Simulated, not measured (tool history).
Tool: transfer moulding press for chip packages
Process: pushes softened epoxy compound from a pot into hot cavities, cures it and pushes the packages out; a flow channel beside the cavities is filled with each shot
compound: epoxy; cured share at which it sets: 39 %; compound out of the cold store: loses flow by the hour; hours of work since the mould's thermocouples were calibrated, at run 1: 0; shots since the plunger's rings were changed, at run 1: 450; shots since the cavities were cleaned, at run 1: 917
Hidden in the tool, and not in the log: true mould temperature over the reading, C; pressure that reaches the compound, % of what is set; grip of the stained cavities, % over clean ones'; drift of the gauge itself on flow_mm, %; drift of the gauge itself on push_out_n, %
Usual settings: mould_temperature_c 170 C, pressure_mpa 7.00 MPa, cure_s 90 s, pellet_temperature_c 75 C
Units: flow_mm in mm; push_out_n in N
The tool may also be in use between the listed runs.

| run | hour | mould_temperature_c | pressure_mpa | cure_s | pellet_temperature_c | hours of work since the mould's thermocouples were calibrated | shots since the plunger's rings were changed | shots since the cavities were cleaned | incoming compound's hours out of the cold store | flow_mm | push_out_n |
|---|---|---|---|---|---|---|---|---|---|---|---|
| 1 | 0.0 | 170 | 7.00 | 90 | 75 | 0 | 450 | 917 | 28.9 | 514 | 838 |
|  | 3.8 | cavities cleaned with cleaning compound and waxed |
| 2 | 22.4 | 170 | 7.00 | 90 | 75 | 13 | 689 | 212 | 31.8 | 507 | 630 |
| 3 | 40.7 | 170 | 7.00 | 90 | 80 | 25 | 899 | 422 | 29.4 | 509 | 703 |
| 4 | 67.9 | 170 | 7.00 | 90 | 80 | 43 | 1210 | 733 | 30.0 | 505 | 800 |
|  | 87.1 | cavities cleaned with cleaning compound and waxed |
| 5 | 99.6 | 170 | 7.00 | 90 | 81 | 62 | 1556 | 143 | 45.4 | 460 | 591 |
| 6 | 128.7 | 170 | 7.00 | 90 | 81 | 81 | 1889 | 476 | 36.0 | 478 | 717 |
| 7 | 151.7 | 170 | 7.00 | 74 | 75 | 96 | 2151 | 738 | 25.6 | 507 | 1172 |
|  | 170.4 | cavities cleaned with cleaning compound and waxed |
| 8 | 170.4 | 164 | 7.00 | 90 | 75 | 107 | 2349 | 0 | 45.3 | 459 | 666 |
| 9 | 196.9 | 164 | 7.00 | 90 | 75 | 124 | 2652 | 303 | 16.1 | 538 | 999 |

Run 10 comes next. What will it give?
| 10 | 216.1 | 178 | 7.16 | 73 | 75 | 137 | 2871 | 522 | 46.7 | ? | ? |

Run 10 gave flow_mm 436 mm, push_out_n 701 N.
Without the tool's hidden state the same run would have given flow_mm 464 mm, push_out_n 468 N.

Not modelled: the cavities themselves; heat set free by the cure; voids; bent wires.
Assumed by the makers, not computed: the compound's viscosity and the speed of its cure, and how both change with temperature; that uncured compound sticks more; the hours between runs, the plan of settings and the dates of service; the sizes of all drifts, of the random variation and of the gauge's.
